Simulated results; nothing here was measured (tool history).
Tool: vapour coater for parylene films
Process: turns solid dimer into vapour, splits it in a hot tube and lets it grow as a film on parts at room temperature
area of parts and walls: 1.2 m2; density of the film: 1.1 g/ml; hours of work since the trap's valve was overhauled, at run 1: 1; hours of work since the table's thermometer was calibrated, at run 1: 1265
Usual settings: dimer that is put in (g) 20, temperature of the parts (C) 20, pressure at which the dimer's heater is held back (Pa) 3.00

run	hour	dimer that is put in (g)	temperature of the parts (C)	pressure at which the dimer's heater is held back (Pa)	hours of work since the trap's valve was overhauled	hours of work since the table's thermometer was calibrated	thickness of the film (nm)
1	0.0	20	20	3.00	1	1265	10620
2	43.7	20	20	3.00	38	1301	10550
3	83.6	35	20	3.00	72	1335	18400
4	136.7	20	20	4.93	116	1380	9990
5	171.9	20	20	4.93	146	1409	9790
6	195.8	20	20	4.93	166	1429	9920
7	220.5	20	20	4.93	187	1450	9780
8	260.6	20	20	4.93	221	1484	9700
9	303.7	20	20	4.93	257	1520	9550
10	334.8	11	20	4.93	283	1546	5240
11	365.8	11	20	4.93	309	1572	5240
12	388.3	20	25	3.00	328	1591	7970
13	415.0	20	25	3.00	350	1614	7800
14	449.9	20	25	3.00	380	1643	7800
15	478.6	20	20	3.00	404	1667	9650
16	502.3	20	21	3.00	424	1687	9240
# hour 528.0: table's thermometer calibrated
17	528.0	20	21	3.00	444	0	9370
18	572.6	20	21	3.00	482	38	9300
19	612.8	28	20	2.40	516	71	14030
20	662.3	20	20	8.65	557	113	8680
# hour 686.3: trap's valve overhauled
21	717.1	11	20	9.24	26	156	5340
22	771.0	14	20	11.63	71	201	6440
23	811.6	14	20	11.63	105	235	6460
24	855.4	14	20	11.63	142	272	6460
25	888.1	14	20	11.63	170	299	6470
26	911.1	20	14	3.00	189	319	13430
27	961.6	20	28	8.62	232	361	6460
28	1006.7	20	28	8.62	269	399	6420
29	1041.3	20	21	3.00	299	428	9680
30	1079.9	11	22	2.65	331	461	5110
31	1133.8	20	25	3.00	376	506	7920
32	1164.6	14	23	3.00	402	532	5960
33	1205.3	14	23	4.80	436	566	5700

3 ways to go on from here, each from the tool as it stands after run 33. What would each give?
A	1234.1	9	20	3.31	461	590	?
B	1234.1	19	14	5.29	461	590	?
C	1234.1	15	23	4.95	461	590	?

run	thickness of the film (nm)
A	4320
B	11290
C	6030
Without the tool's hidden state the same runs would have given:
run	thickness of the film (nm)
A	4880
B	12760
C	6810
